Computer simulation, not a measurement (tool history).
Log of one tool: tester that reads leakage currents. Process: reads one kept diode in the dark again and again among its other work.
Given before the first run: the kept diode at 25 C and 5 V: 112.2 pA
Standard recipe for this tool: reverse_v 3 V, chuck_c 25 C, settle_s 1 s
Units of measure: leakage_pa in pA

| run | hour | reverse_v | chuck_c | settle_s | leakage_pa |
|---|---|---|---|---|---|
| 1 | 0 | 3 | 25 | 1 | 99.34 |
| 2 | 22.9 | 3 | 25 | 1 | 99.11 |
| 3 | 54.5 | 3 | 25 | 1 | 99.83 |
| 4 | 69.4 | 3 | 25 | 0.72 | 99.36 |
| 5 | 98.6 | 3 | 25 | 1 | 99.67 |
| 6 | 134.5 | 3 | 25 | 1.06 | 99.25 |
| 7 | 151.8 | 3 | 25 | 1.06 | 99.32 |
| 8 | 188.5 | 3 | 25 | 1.07 | 99.95 |
| 9 | 223.3 | 3 | 25 | 1 | 100.58 |
| 10 | 238.6 | 1.99 | 25 | 1 | 86.76 |
| 11 | 273.8 | 3 | 45 | 1 | 466.49 |
| 12 | 294.3 | 7.9 | 25 | 1 | 142.37 |
|  | 298 | tester calibrated |
| 13 | 316.4 | 3 | 48 | 1 | 581.39 |
| 14 | 333.2 | 3 | 48 | 6.46 | 578.64 |
| 15 | 353.7 | 3 | 25 | 3.05 | 101.01 |
| 16 | 385 | 3 | 25 | 3.05 | 101.26 |
| 17 | 410.6 | 3 | 25 | 3.05 | 100.71 |
| 18 | 441.6 | 3 | 25 | 3.05 | 100.98 |
| 19 | 461.6 | 3 | 25 | 1.77 | 101.43 |
|  | 484.8 | tester calibrated, once more |
| 20 | 493.1 | 3 | 25 | 1.77 | 100.99 |
| 21 | 516.8 | 3 | 25 | 1.77 | 101 |
| 22 | 537.3 | 1.07 | 29 | 1.77 | 99.18 |
| 23 | 555.1 | 1.07 | 29 | 1.77 | 98.45 |
| 24 | 577.4 | 1.46 | 25 | 0.37 | 79.83 |
| 25 | 604.7 | 2.35 | 54 | 0.77 | 819.06 |
| 26 | 635.3 | 2.35 | 54 | 0.77 | 821.56 |
| 27 | 653.1 | 6.42 | 59 | 2.07 | 1596.15 |
| 28 | 682.4 | 6.42 | 59 | 2.07 | 1593.47 |
| 29 | 709.1 | 3 | 25 | 1.93 | 102.63 |
| 30 | 725.2 | 3 | 26 | 1.08 | 111.21 |
| 31 | 756.6 | 3 | 23 | 1 | 87.35 |
| 32 | 772.9 | 13.03 | 58 | 1.52 | 1869.7 |
| 33 | 798.8 | 13.03 | 58 | 1.52 | 1876.36 |
| 34 | 816.4 | 3.47 | 41 | 1 | 368.7 |
| 35 | 835.1 | 3 | 25 | 2.64 | 102.87 |
| 36 | 857.1 | 3 | 25 | 2.64 | 103.12 |
| 37 | 881.5 | 2.06 | 24 | 2.05 | 83.34 |
| 38 | 907.3 | 2.06 | 24 | 2.05 | 83.67 |
| 39 | 926.5 | 2.06 | 24 | 2.05 | 83.63 |

3 options for the next run, each taken on its own from the tool as it stands now. Forecast them:
| A | 943.9 | 3 | 29 | 1 | ? |
| B | 943.9 | 2.06 | 24 | 5.99 | ? |
| C | 943.9 | 3 | 25 | 2.62 | ? |

| run | leakage_pa |
|---|---|
| A | 142.27 |
| B | 84.02 |
| C | 103.68 |
Without the tool's hidden state the same runs would have given:
| run | leakage_pa |
|---|---|
| A | 133.01 |
| B | 78.05 |
| C | 95.67 |
